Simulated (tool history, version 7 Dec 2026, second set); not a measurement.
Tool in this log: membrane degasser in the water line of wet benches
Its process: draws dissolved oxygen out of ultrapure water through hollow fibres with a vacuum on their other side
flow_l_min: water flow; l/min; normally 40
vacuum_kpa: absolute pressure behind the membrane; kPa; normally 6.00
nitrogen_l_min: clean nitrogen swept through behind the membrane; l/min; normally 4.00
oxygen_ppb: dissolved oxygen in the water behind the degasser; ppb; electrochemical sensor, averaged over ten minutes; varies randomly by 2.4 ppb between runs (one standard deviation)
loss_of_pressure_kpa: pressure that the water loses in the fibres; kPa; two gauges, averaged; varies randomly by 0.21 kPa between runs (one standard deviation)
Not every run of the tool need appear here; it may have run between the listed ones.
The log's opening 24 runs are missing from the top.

| run | hour | flow_l_min | vacuum_kpa | nitrogen_l_min | oxygen_ppb | loss_of_pressure_kpa |
|---|---|---|---|---|---|---|
| 25 | 1174.4 | 34 | 5.40 | 10.52 | 157.4 | 40.04 |
| 26 | 1231.2 | 56 | 5.40 | 9.33 | 286.8 | 66.21 |
| 27 | 1263.6 | 26 | 4.83 | 9.03 | 108.8 | 30.80 |
| 28 | 1309.3 | 40 | 6.00 | 3.51 | 242.9 | 46.99 |
| 29 | 1346.4 | 40 | 6.00 | 4.75 | 225.4 | 47.29 |
| 30 | 1377.1 | 40 | 6.00 | 4.75 | 226.8 | 47.08 |
| 31 | 1417.5 | 40 | 6.00 | 4.52 | 231.2 | 47.05 |
| 32 | 1457.8 | 29 | 8.62 | 4.52 | 197.5 | 34.03 |

What if the next run were any one of these 3? Each begins from the tool's condition after run 32:
| A | 1511.9 | 31 | 6.54 | 2.72 | ? | ? |
| B | 1511.9 | 29 | 11.02 | 4.52 | ? | ? |
| C | 1511.9 | 29 | 8.62 | 7.23 | ? | ? |

| run | oxygen_ppb | loss_of_pressure_kpa |
|---|---|---|
| A | 213.0 | 36.48 |
| B | 228.8 | 34.20 |
| C | 165.5 | 33.96 |
Without the tool's unlogged condition, the same runs would have read:
| run | oxygen_ppb | loss_of_pressure_kpa |
|---|---|---|
| A | 212.7 | 36.47 |
| B | 228.6 | 34.19 |
| C | 165.4 | 33.95 |
